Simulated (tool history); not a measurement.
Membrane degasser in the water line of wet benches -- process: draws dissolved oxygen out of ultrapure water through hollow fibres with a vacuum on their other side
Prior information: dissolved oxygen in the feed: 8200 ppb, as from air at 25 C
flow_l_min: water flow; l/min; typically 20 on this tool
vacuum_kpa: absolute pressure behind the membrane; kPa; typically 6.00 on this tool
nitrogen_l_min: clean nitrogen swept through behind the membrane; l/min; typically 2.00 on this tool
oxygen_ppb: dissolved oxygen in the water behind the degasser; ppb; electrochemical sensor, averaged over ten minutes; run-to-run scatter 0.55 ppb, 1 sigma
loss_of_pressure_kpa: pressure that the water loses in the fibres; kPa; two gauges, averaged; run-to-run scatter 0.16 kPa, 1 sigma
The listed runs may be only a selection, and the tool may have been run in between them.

run	day	flow_l_min	vacuum_kpa	nitrogen_l_min	oxygen_ppb	loss_of_pressure_kpa
1	0.000	20	6.00	2.00	73.3	31.13
2	11.446	20	6.00	5.76	27.9	31.19
3	21.825	18	6.00	2.00	67.0	27.94
4	28.279	18	6.00	2.00	67.2	27.90
5	33.733	18	6.00	2.00	66.7	28.00
6	39.262	18	6.00	2.00	67.9	28.15
7	51.029	18	6.00	2.00	71.3	28.31
8	60.662	18	14.28	2.00	243.7	28.38
9	72.012	20	6.30	2.00	86.3	31.51
10	83.038	20	14.34	2.00	270.7	31.28
11	89.633	20	14.34	2.00	274.6	31.29
12	95.792	20	14.34	2.00	274.6	31.14
13	102.475	20	5.61	2.00	71.9	31.54
14	109.312	20	5.61	2.00	71.8	31.14
15	115.867	20	3.69	2.00	26.3	31.63
16	122.550	20	3.69	2.00	13.7	31.52
17	130.146	20	12.08	2.00	213.1	31.57
18	135.196	22	6.00	4.26	38.0	34.84
19	146.712	22	6.00	4.26	38.6	34.62
20	157.667	14	4.22	2.00	18.6	21.91
21	168.162	14	4.22	2.00	18.9	22.14
22	174.283	14	4.22	2.00	18.9	22.20
23	179.042	26	4.00	4.32	17.5	41.22
24	187.371	26	4.00	4.32	17.6	41.46
25	198.550	26	4.00	4.32	18.3	41.03

Not shown: 2 entries that the log had between the listed runs. Between which runs, and how does the tool's hidden state differ before and after?
Between runs 6 and 7: vacuum gauge calibrated (day 48.354)
  membrane still open, %: 99.7 -> 99.6; true pressure behind the membrane over the reading, kPa: 0.27 -> 0.47; air that leaks in behind the membrane, l/min: 0.0071 -> 0.0077
  measured less the result without the state, oxygen_ppb: +6.4 -> +10.5 ppb; loss_of_pressure_kpa: +0.08 -> +0.12 kPa
Between runs 15 and 16: vacuum gauge calibrated, once more (day 116.958)
  membrane still open, %: 99.1 -> 99; true pressure behind the membrane over the reading, kPa: 0.52 -> 0; air that leaks in behind the membrane, l/min: 0.0108 -> 0.0111
  measured less the result without the state, oxygen_ppb: +12.6 -> +0.3 ppb; loss_of_pressure_kpa: +0.29 -> +0.31 kPa

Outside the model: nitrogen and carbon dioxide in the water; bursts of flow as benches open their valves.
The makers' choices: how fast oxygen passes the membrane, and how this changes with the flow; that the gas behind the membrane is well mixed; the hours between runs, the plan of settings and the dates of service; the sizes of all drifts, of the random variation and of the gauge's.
